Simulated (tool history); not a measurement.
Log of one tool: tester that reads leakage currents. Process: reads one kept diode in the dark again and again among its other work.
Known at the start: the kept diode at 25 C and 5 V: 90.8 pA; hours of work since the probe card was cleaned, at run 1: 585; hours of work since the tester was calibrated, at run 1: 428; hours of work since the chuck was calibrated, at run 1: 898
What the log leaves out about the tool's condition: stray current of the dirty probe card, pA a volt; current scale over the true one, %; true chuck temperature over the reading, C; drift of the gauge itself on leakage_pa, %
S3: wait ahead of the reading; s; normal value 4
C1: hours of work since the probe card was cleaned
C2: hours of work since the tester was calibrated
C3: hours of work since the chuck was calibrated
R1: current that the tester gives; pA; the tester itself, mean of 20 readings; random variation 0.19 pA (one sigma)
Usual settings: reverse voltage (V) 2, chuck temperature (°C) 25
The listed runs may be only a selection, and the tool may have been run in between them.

run 1 hour=0 | reverse_voltage_(V)=2 chuck_temperature_(°C)=25 S3=4 | C1=585 C2=428 C3=898 | R1=56.27
run 2 hour=178 | reverse_voltage_(V)=2 chuck_temperature_(°C)=33 S3=4 | C1=679 C2=522 C3=992 | R1=112.54
run 3 hour=347.2 | reverse_voltage_(V)=2 chuck_temperature_(°C)=33 S3=4 | C1=768 C2=612 C3=1081 | R1=111.83
run 4 hour=565.5 | reverse_voltage_(V)=2 chuck_temperature_(°C)=25 S3=2.27 | C1=884 C2=727 C3=1197 | R1=55.73
run 5 hour=700.8 | reverse_voltage_(V)=2 chuck_temperature_(°C)=25 S3=4 | C1=955 C2=799 C3=1268 | R1=55.34
-- hour=888.2 probe card cleaned and baked
run 6 hour=888.2 | reverse_voltage_(V)=2 chuck_temperature_(°C)=25 S3=4 | C1=0 C2=896 C3=1366 | R1=49.59
run 7 hour=1067.6 | reverse_voltage_(V)=2 chuck_temperature_(°C)=25 S3=0.39 | C1=95 C2=991 C3=1461 | R1=50.6
run 8 hour=1167.4 | reverse_voltage_(V)=2 chuck_temperature_(°C)=25 S3=0.39 | C1=148 C2=1044 C3=1514 | R1=50.16
run 9 hour=1317.6 | reverse_voltage_(V)=2 chuck_temperature_(°C)=25 S3=0.39 | C1=227 C2=1123 C3=1593 | R1=50.31
run 10 hour=1440.8 | reverse_voltage_(V)=2 chuck_temperature_(°C)=25 S3=0.39 | C1=292 C2=1189 C3=1658 | R1=50.25
-- hour=1506.6 chuck's temperature calibrated
run 11 hour=1640.8 | reverse_voltage_(V)=2 chuck_temperature_(°C)=25 S3=0.39 | C1=397 C2=1293 C3=71 | R1=63.23
run 12 hour=1742.3 | reverse_voltage_(V)=2 chuck_temperature_(°C)=25 S3=2.6 | C1=451 C2=1347 C3=125 | R1=61.83
run 13 hour=1920.5 | reverse_voltage_(V)=2 chuck_temperature_(°C)=25 S3=2.6 | C1=545 C2=1441 C3=219 | R1=62.08
run 14 hour=2134.8 | reverse_voltage_(V)=10.52 chuck_temperature_(°C)=25 S3=4 | C1=658 C2=1554 C3=332 | R1=140.7
run 15 hour=2245.8 | reverse_voltage_(V)=1.53 chuck_temperature_(°C)=25 S3=0.32 | C1=717 C2=1613 C3=391 | R1=55.06
run 16 hour=2443.8 | reverse_voltage_(V)=1.53 chuck_temperature_(°C)=25 S3=0.32 | C1=822 C2=1718 C3=496 | R1=54.82
run 17 hour=2582.6 | reverse_voltage_(V)=4.14 chuck_temperature_(°C)=29 S3=0.32 | C1=895 C2=1791 C3=569 | R1=125.51
run 18 hour=2791.3 | reverse_voltage_(V)=4.14 chuck_temperature_(°C)=29 S3=0.93 | C1=1005 C2=1902 C3=679 | R1=123.17
-- hour=2888.9 probe card cleaned and baked
run 19 hour=2953.1 | reverse_voltage_(V)=2.21 chuck_temperature_(°C)=29 S3=1.77 | C1=34 C2=1986 C3=763 | R1=83.38
run 20 hour=3057.6 | reverse_voltage_(V)=4.91 chuck_temperature_(°C)=38 S3=0.49 | C1=89 C2=2041 C3=819 | R1=267.83
run 21 hour=3273.3 | reverse_voltage_(V)=6 chuck_temperature_(°C)=21 S3=3.83 | C1=203 C2=2155 C3=933 | R1=63.88
run 22 hour=3492.1 | reverse_voltage_(V)=6.22 chuck_temperature_(°C)=23 S3=4 | C1=319 C2=2271 C3=1048 | R1=78.86
run 23 hour=3709.7 | reverse_voltage_(V)=2.13 chuck_temperature_(°C)=23 S3=0.51 | C1=434 C2=2386 C3=1163 | R1=47.49
run 24 hour=3901.6 | reverse_voltage_(V)=18.75 chuck_temperature_(°C)=28 S3=4.16 | C1=536 C2=2487 C3=1265 | R1=215.01
run 25 hour=4040.5 | reverse_voltage_(V)=18.75 chuck_temperature_(°C)=28 S3=4.16 | C1=609 C2=2561 C3=1338 | R1=216.42
run 26 hour=4189 | reverse_voltage_(V)=2.59 chuck_temperature_(°C)=22 S3=4.16 | C1=688 C2=2639 C3=1417 | R1=47.31

What does the tool deliver on the next run?
run 27 hour=4370 | reverse_voltage_(V)=3.18 chuck_temperature_(°C)=46 S3=2.65 | C1=783 C2=2735 C3=1513 | R1=?

{"run 27": {"R1": 400.51}}
If the tool had no hidden condition, the same run with the same run-to-run variation would have returned R1 463.28 pA.

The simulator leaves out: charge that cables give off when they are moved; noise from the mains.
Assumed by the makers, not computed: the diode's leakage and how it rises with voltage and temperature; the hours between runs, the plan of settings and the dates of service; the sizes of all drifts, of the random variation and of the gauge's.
